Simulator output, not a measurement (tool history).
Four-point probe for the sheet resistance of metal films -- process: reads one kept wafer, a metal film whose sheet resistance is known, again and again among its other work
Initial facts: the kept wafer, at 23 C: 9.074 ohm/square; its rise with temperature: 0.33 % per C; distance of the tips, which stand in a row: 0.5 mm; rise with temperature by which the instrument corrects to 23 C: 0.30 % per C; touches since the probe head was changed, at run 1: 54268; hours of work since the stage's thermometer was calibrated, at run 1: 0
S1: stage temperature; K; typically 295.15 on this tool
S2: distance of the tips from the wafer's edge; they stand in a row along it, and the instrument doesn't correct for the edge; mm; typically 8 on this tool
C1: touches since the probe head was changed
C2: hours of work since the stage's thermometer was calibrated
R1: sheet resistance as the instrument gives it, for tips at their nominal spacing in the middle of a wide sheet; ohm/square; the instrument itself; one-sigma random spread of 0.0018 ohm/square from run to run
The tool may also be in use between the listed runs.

{"run": 1, "hour": 0.0, "S1": 295.15, "S2": 8, "C1": 54268, "C2": 0, "R1": 9.160048}
{"run": 2, "hour": 46.1, "S1": 295.15, "S2": 8, "C1": 54993, "C2": 33, "R1": 9.155331}
{"run": 3, "hour": 89.6, "S1": 295.15, "S2": 8, "C1": 55677, "C2": 65, "R1": 9.154776}
{"run": 4, "hour": 132.4, "S1": 295.15, "S2": 8, "C1": 56351, "C2": 96, "R1": 9.15446}
{"run": 5, "hour": 187.9, "S1": 298.15, "S2": 8, "C1": 57224, "C2": 136, "R1": 9.166683}
{"run": 6, "hour": 253.8, "S1": 298.15, "S2": 8, "C1": 58260, "C2": 184, "R1": 9.164951}
{"run": 7, "hour": 301.2, "S1": 298.15, "S2": 8, "C1": 59005, "C2": 218, "R1": 9.164546}
{"run": 8, "hour": 360.3, "S1": 298.15, "S2": 8, "C1": 59934, "C2": 261, "R1": 9.164686}
{"run": 9, "hour": 432.5, "S1": 298.15, "S2": 11, "C1": 61070, "C2": 314, "R1": 9.156332}
{"run": 10, "hour": 528.6, "S1": 298.15, "S2": 11, "C1": 62581, "C2": 383, "R1": 9.156887}
{"run": 11, "hour": 621.2, "S1": 295.15, "S2": 8, "C1": 64038, "C2": 451, "R1": 9.159296}
{"run": 12, "hour": 701.5, "S1": 295.15, "S2": 8, "C1": 65301, "C2": 509, "R1": 9.158421}
{"run": 13, "hour": 798.0, "S1": 296.15, "S2": 8, "C1": 66820, "C2": 579, "R1": 9.167477}
{"run": 14, "hour": 890.0, "S1": 295.15, "S2": 11, "C1": 68267, "C2": 646, "R1": 9.156635}
{"run": 15, "hour": 960.0, "S1": 295.15, "S2": 10, "C1": 69367, "C2": 696, "R1": 9.159115}
{"run": 16, "hour": 1009.5, "S1": 295.15, "S2": 10, "C1": 70145, "C2": 732, "R1": 9.157889}
{"run": 17, "hour": 1087.1, "S1": 295.15, "S2": 24, "C1": 71367, "C2": 788, "R1": 9.150459}
{"run": 18, "hour": 1158.0, "S1": 295.15, "S2": 24, "C1": 72481, "C2": 840, "R1": 9.145061}
{"run": 19, "hour": 1212.7, "S1": 295.15, "S2": 24, "C1": 73341, "C2": 880, "R1": 9.148695}
{"run": 20, "hour": 1258.2, "S1": 295.15, "S2": 24, "C1": 74056, "C2": 913, "R1": 9.146929}
{"run": 21, "hour": 1350.6, "S1": 295.15, "S2": 24, "C1": 75511, "C2": 980, "R1": 9.14948}
{"run": 22, "hour": 1433.7, "S1": 295.15, "S2": 24, "C1": 76817, "C2": 1040, "R1": 9.152624}
{"run": 23, "hour": 1499.7, "S1": 295.15, "S2": 3, "C1": 77854, "C2": 1088, "R1": 9.284519}
{"run": 24, "hour": 1593.5, "S1": 295.15, "S2": 4, "C1": 79331, "C2": 1156, "R1": 9.228825}
{"run": 25, "hour": 1673.3, "S1": 295.15, "S2": 4, "C1": 80586, "C2": 1214, "R1": 9.23096}
{"run": 26, "hour": 1724.1, "S1": 293.15, "S2": 7, "C1": 81384, "C2": 1250, "R1": 9.175631}
{"run": 27, "hour": 1822.7, "S1": 293.15, "S2": 7, "C1": 82935, "C2": 1322, "R1": 9.175714}
{"run": 28, "hour": 1876.7, "S1": 293.15, "S2": 50, "C1": 83784, "C2": 1361, "R1": 9.148166}
{"run": 29, "hour": 1917.4, "S1": 293.15, "S2": 50, "C1": 84425, "C2": 1391, "R1": 9.15005}
{"run": 30, "hour": 1965.7, "S1": 293.15, "S2": 50, "C1": 85184, "C2": 1426, "R1": 9.154296}
{"run": 31, "hour": 2051.1, "S1": 293.15, "S2": 37, "C1": 86527, "C2": 1488, "R1": 9.155887}
{"run": 32, "hour": 2097.5, "S1": 293.15, "S2": 37, "C1": 87258, "C2": 1521, "R1": 9.155886}
{"run": 33, "hour": 2139.3, "S1": 293.15, "S2": 37, "C1": 87914, "C2": 1552, "R1": 9.155123}
{"run": 34, "hour": 2192.1, "S1": 299.15, "S2": 7, "C1": 88746, "C2": 1590, "R1": 9.188852}
{"run": 35, "hour": 2241.4, "S1": 291.15, "S2": 6, "C1": 89520, "C2": 1626, "R1": 9.181899}
{"run": 36, "hour": 2312.1, "S1": 299.15, "S2": 48, "C1": 90632, "C2": 1677, "R1": 9.164877}
{"run": 37, "hour": 2374.8, "S1": 292.15, "S2": 11, "C1": 91618, "C2": 1722, "R1": 9.161675}
{"run": 38, "hour": 2419.8, "S1": 293.15, "S2": 11, "C1": 92326, "C2": 1755, "R1": 9.163838}
{"run": 39, "hour": 2468.8, "S1": 301.15, "S2": 11, "C1": 93096, "C2": 1791, "R1": 9.181111}
{"run": 40, "hour": 2524.6, "S1": 299.15, "S2": 36, "C1": 93974, "C2": 1831, "R1": 9.169285}
{"run": 41, "hour": 2594.3, "S1": 301.15, "S2": 11, "C1": 95070, "C2": 1882, "R1": 9.181551}
{"run": 42, "hour": 2643.5, "S1": 301.15, "S2": 11, "C1": 95845, "C2": 1917, "R1": 9.181289}
{"run": 43, "hour": 2690.8, "S1": 301.15, "S2": 11, "C1": 96588, "C2": 1952, "R1": 9.180331}
{"run": 44, "hour": 2743.4, "S1": 301.15, "S2": 11, "C1": 97416, "C2": 1990, "R1": 9.185864}

Alternative continuations, all from the tool just after run 44; predict every row:
{"run": "A", "hour": 2830.1, "S1": 301.15, "S2": 5, "C1": 98780, "C2": 2053, "R1": "?"}
{"run": "B", "hour": 2830.1, "S1": 292.15, "S2": 8, "C1": 98780, "C2": 2053, "R1": "?"}
{"run": "C", "hour": 2830.1, "S1": 304.15, "S2": 7, "C1": 98780, "C2": 2053, "R1": "?"}

run=A R1=9.22154
run=B R1=9.179823
run=C R1=9.205954
Without the tool's unlogged condition, the same runs would have read:
run=A R1=9.130698
run=B R1=9.089187
run=C R1=9.115307
